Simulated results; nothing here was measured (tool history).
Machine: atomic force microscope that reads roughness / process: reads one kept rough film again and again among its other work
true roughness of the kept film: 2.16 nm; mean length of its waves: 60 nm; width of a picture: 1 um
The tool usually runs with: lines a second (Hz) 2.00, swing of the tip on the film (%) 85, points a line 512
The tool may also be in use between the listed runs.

| run | hour | lines a second (Hz) | swing of the tip on the film (%) | points a line | roughness of the kept film (nm (root mean square)) |
|---|---|---|---|---|---|
| 1 | 0.0 | 2.00 | 85 | 512 | 1.889 |
| 2 | 14.8 | 2.00 | 85 | 512 | 1.891 |
| 3 | 26.0 | 2.00 | 85 | 512 | 1.874 |
| 4 | 39.5 | 2.00 | 85 | 512 | 1.872 |
| 5 | 58.0 | 2.00 | 85 | 512 | 1.865 |
| 6 | 78.3 | 1.22 | 85 | 512 | 1.932 |
|  | 80.5 | height scale calibrated on a step standard |
| 7 | 103.3 | 1.22 | 85 | 512 | 1.927 |
| 8 | 114.9 | 1.22 | 74 | 384 | 1.968 |
|  | 122.2 | new tip fitted |
| 9 | 140.6 | 1.85 | 85 | 788 | 1.915 |
|  | 146.6 | height scale calibrated on a step standard, once more |
| 10 | 167.0 | 2.00 | 74 | 312 | 1.969 |

Run 11 has not been measured yet. What should we expect?
| 11 | 184.9 | 2.00 | 78 | 276 | ? |

{"run 11": {"roughness of the kept film (nm (root mean square))": 1.93}}
With the hidden condition absent and the run-to-run variation left alone, this run would have shown roughness of the kept film (nm (root mean square)) 1.952.
